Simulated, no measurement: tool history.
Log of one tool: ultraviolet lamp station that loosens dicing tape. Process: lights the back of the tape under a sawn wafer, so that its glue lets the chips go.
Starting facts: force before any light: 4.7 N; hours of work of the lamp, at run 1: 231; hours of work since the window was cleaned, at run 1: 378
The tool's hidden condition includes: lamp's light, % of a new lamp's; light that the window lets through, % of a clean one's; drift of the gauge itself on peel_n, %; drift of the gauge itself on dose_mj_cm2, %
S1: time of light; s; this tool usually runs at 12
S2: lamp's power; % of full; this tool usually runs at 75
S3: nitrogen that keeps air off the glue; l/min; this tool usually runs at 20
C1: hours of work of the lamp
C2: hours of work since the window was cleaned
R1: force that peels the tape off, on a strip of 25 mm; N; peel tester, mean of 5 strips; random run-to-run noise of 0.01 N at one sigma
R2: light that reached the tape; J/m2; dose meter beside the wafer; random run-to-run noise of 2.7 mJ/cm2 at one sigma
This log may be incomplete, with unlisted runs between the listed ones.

| run | hour | S1 | S2 | S3 | C1 | C2 | R1 | R2 |
|---|---|---|---|---|---|---|---|---|
| 1 | 0 | 12 | 75 | 20 | 231 | 378 | 0.557 | 3090 |
| 2 | 4 | 12 | 75 | 20 | 233 | 380 | 0.574 | 3040 |
| 3 | 13.4 | 12 | 71 | 20 | 239 | 386 | 0.671 | 2840 |
| 4 | 21.1 | 12 | 71 | 20 | 243 | 390 | 0.616 | 2890 |
| 5 | 29.7 | 12 | 79 | 20 | 249 | 396 | 0.557 | 3180 |
| 6 | 35.2 | 11 | 75 | 20 | 252 | 399 | 0.686 | 2770 |
| 7 | 39.2 | 11 | 75 | 20 | 254 | 401 | 0.682 | 2790 |
| 8 | 47.8 | 12 | 75 | 8 | 259 | 406 | 0.797 | 2980 |
| 9 | 55.8 | 12 | 64 | 8 | 264 | 411 | 1.015 | 2610 |
| 10 | 63.7 | 12 | 75 | 20 | 269 | 416 | 0.599 | 3000 |
| 11 | 73.4 | 12 | 75 | 20 | 275 | 422 | 0.612 | 3030 |
| 12 | 82.5 | 12 | 75 | 20 | 280 | 427 | 0.602 | 2980 |
| 13 | 91.6 | 12 | 75 | 20 | 285 | 432 | 0.608 | 2970 |
| 14 | 101.1 | 17 | 75 | 20 | 291 | 438 | 0.382 | 4210 |
| 15 | 105.2 | 12 | 75 | 20 | 294 | 441 | 0.627 | 2910 |
| 16 | 110.5 | 12 | 75 | 20 | 297 | 444 | 0.626 | 2920 |
| 17 | 117.5 | 12 | 64 | 20 | 301 | 448 | 0.801 | 2520 |
| 18 | 123.3 | 12 | 96 | 19 | 304 | 451 | 0.437 | 3690 |
| 19 | 129.3 | 9 | 70 | 12 | 308 | 455 | 1.196 | 2040 |
| 20 | 138 | 16 | 83 | 12 | 313 | 460 | 0.395 | 4320 |
| 21 | 145.1 | 12 | 86 | 30 | 317 | 464 | 0.477 | 3290 |
| 22 | 150.8 | 11 | 64 | 14 | 321 | 468 | 1.024 | 2310 |
| 23 | 157.6 | 11 | 64 | 14 | 325 | 472 | 1.009 | 2280 |
| 24 | 163.9 | 11 | 68 | 33 | 329 | 476 | 0.747 | 2380 |
| 25 | 168.2 | 8 | 75 | 20 | 331 | 478 | 1.163 | 1910 |
| 26 | 175.9 | 14 | 97 | 28 | 336 | 483 | 0.343 | 4340 |
| 27 | 185.4 | 12 | 79 | 21 | 341 | 488 | 0.606 | 3040 |
| 28 | 190.9 | 16 | 75 | 20 | 345 | 492 | 0.418 | 3770 |
| 29 | 199.2 | 7 | 75 | 16 | 350 | 497 | 1.425 | 1660 |
| 30 | 207.1 | 22 | 75 | 27 | 354 | 501 | 0.273 | 5250 |
| 31 | 215.5 | 14 | 69 | 27 | 359 | 506 | 0.576 | 3030 |
| 32 | 220.5 | 21 | 100 | 10 | 362 | 509 | 0.265 | 6640 |

What would each run have given without the hidden state, its run-to-run variation left as it was?
| run | R1 | R2 |
|---|---|---|
| 1 | 0.415 | 3730 |
| 2 | 0.429 | 3680 |
| 3 | 0.499 | 3460 |
| 4 | 0.453 | 3520 |
| 5 | 0.414 | 3890 |
| 6 | 0.502 | 3390 |
| 7 | 0.498 | 3410 |
| 8 | 0.584 | 3670 |
| 9 | 0.753 | 3210 |
| 10 | 0.434 | 3710 |
| 11 | 0.443 | 3740 |
| 12 | 0.431 | 3710 |
| 13 | 0.432 | 3710 |
| 14 | 0.296 | 5260 |
| 15 | 0.442 | 3650 |
| 16 | 0.442 | 3670 |
| 17 | 0.563 | 3170 |
| 18 | 0.323 | 4660 |
| 19 | 0.876 | 2580 |
| 20 | 0.292 | 5470 |
| 21 | 0.342 | 4180 |
| 22 | 0.726 | 2940 |
| 23 | 0.71 | 2910 |
| 24 | 0.512 | 3050 |
| 25 | 0.828 | 2450 |
| 26 | 0.274 | 5580 |
| 27 | 0.415 | 3920 |
| 28 | 0.3 | 4870 |
| 29 | 1.039 | 2150 |
| 30 | 0.236 | 6800 |
| 31 | 0.394 | 3940 |
| 32 | 0.234 | 8670 |
